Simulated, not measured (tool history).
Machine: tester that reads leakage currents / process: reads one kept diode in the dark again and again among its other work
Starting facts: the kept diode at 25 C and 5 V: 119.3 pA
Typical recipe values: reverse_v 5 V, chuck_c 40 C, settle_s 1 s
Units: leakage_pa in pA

run 1 hour=0 | reverse_v=5 chuck_c=40 settle_s=1 | leakage_pa=469.5
run 2 hour=24.4 | reverse_v=5 chuck_c=40 settle_s=1 | leakage_pa=471.27
run 3 hour=75.2 | reverse_v=5 chuck_c=40 settle_s=1 | leakage_pa=467.73
run 4 hour=124.1 | reverse_v=5 chuck_c=40 settle_s=1 | leakage_pa=472.27
run 5 hour=154.1 | reverse_v=5 chuck_c=40 settle_s=9.4 | leakage_pa=468.29
run 6 hour=175.8 | reverse_v=5 chuck_c=40 settle_s=9.4 | leakage_pa=469.31
-- hour=212.4 chuck's temperature calibrated
run 7 hour=219.7 | reverse_v=1.28 chuck_c=40 settle_s=9.4 | leakage_pa=253.05
run 8 hour=241.7 | reverse_v=5 chuck_c=40 settle_s=1 | leakage_pa=471.84
run 9 hour=286.4 | reverse_v=5 chuck_c=40 settle_s=1 | leakage_pa=469.88
run 10 hour=323.3 | reverse_v=5 chuck_c=36 settle_s=1 | leakage_pa=331.97
run 11 hour=371.9 | reverse_v=1.11 chuck_c=36 settle_s=1 | leakage_pa=167.77
-- hour=402.4 probe card cleaned and baked
run 12 hour=414.3 | reverse_v=1.11 chuck_c=36 settle_s=1 | leakage_pa=167.93
run 13 hour=448.1 | reverse_v=1.11 chuck_c=36 settle_s=1 | leakage_pa=167.87
run 14 hour=486.7 | reverse_v=1.11 chuck_c=36 settle_s=1 | leakage_pa=166.83
run 15 hour=523.5 | reverse_v=1.09 chuck_c=40 settle_s=1 | leakage_pa=236.95
run 16 hour=560.6 | reverse_v=7.29 chuck_c=40 settle_s=1 | leakage_pa=560.56
run 17 hour=597.8 | reverse_v=2.56 chuck_c=40 settle_s=1 | leakage_pa=347.68
run 18 hour=633.6 | reverse_v=2.59 chuck_c=40 settle_s=1 | leakage_pa=350.79
run 19 hour=663.5 | reverse_v=2.59 chuck_c=40 settle_s=1 | leakage_pa=349.28
run 20 hour=696.2 | reverse_v=2.59 chuck_c=40 settle_s=1 | leakage_pa=352.19
run 21 hour=737.8 | reverse_v=2.59 chuck_c=40 settle_s=1 | leakage_pa=350.25
run 22 hour=776 | reverse_v=5.55 chuck_c=49 settle_s=3.51 | leakage_pa=1054.03
run 23 hour=810.6 | reverse_v=5.55 chuck_c=49 settle_s=3.51 | leakage_pa=1054.44
run 24 hour=854.1 | reverse_v=5.55 chuck_c=49 settle_s=1.02 | leakage_pa=1057.95
run 25 hour=905.5 | reverse_v=5 chuck_c=54 settle_s=0.79 | leakage_pa=1507.64
run 26 hour=940.5 | reverse_v=2.03 chuck_c=35 settle_s=8.69 | leakage_pa=201.46
-- hour=991.1 chuck's temperature calibrated
run 27 hour=991.1 | reverse_v=1.69 chuck_c=38 settle_s=0.57 | leakage_pa=241.46
run 28 hour=1015.9 | reverse_v=5 chuck_c=40 settle_s=0.46 | leakage_pa=470.49
run 29 hour=1050.2 | reverse_v=8.55 chuck_c=48 settle_s=0.38 | leakage_pa=1185.34
run 30 hour=1071.8 | reverse_v=8.55 chuck_c=48 settle_s=0.38 | leakage_pa=1185.57
run 31 hour=1105.1 | reverse_v=5 chuck_c=23 settle_s=0.69 | leakage_pa=100.05
run 32 hour=1129.6 | reverse_v=5 chuck_c=40 settle_s=0.69 | leakage_pa=472.3
run 33 hour=1168.7 | reverse_v=5 chuck_c=40 settle_s=0.69 | leakage_pa=472.49
run 34 hour=1209.9 | reverse_v=19.57 chuck_c=23 settle_s=3.99 | leakage_pa=184.03
run 35 hour=1233.6 | reverse_v=5.41 chuck_c=37 settle_s=3.99 | leakage_pa=373.81
run 36 hour=1261.9 | reverse_v=3.48 chuck_c=40 settle_s=1 | leakage_pa=399.6
run 37 hour=1308.6 | reverse_v=3.48 chuck_c=40 settle_s=1 | leakage_pa=400.07
run 38 hour=1352.5 | reverse_v=18.85 chuck_c=40 settle_s=0.43 | leakage_pa=870.4
run 39 hour=1397.5 | reverse_v=18.85 chuck_c=43 settle_s=0.5 | leakage_pa=1117.15

Here are 5 independent what-if runs from the current tool condition. What would each one return?
run A hour=1431.1 | reverse_v=8.13 chuck_c=59 settle_s=1 | leakage_pa=?
run B hour=1431.1 | reverse_v=2.85 chuck_c=28 settle_s=0.42 | leakage_pa=?
run C hour=1431.1 | reverse_v=18.85 chuck_c=43 settle_s=2.6 | leakage_pa=?
run D hour=1431.1 | reverse_v=7.46 chuck_c=28 settle_s=3.63 | leakage_pa=?
run E hour=1431.1 | reverse_v=10.37 chuck_c=43 settle_s=4.1 | leakage_pa=?

run=A leakage_pa=2782.3
run=B leakage_pa=124.58
run=C leakage_pa=1113.05
run=D leakage_pa=190.39
run=E leakage_pa=852.69
Take away the tool's hidden state, keep each run's random variation, and the runs would have read:
run=A leakage_pa=2782.19
run=B leakage_pa=124.54
run=C leakage_pa=1112.78
run=D leakage_pa=190.28
run=E leakage_pa=852.54

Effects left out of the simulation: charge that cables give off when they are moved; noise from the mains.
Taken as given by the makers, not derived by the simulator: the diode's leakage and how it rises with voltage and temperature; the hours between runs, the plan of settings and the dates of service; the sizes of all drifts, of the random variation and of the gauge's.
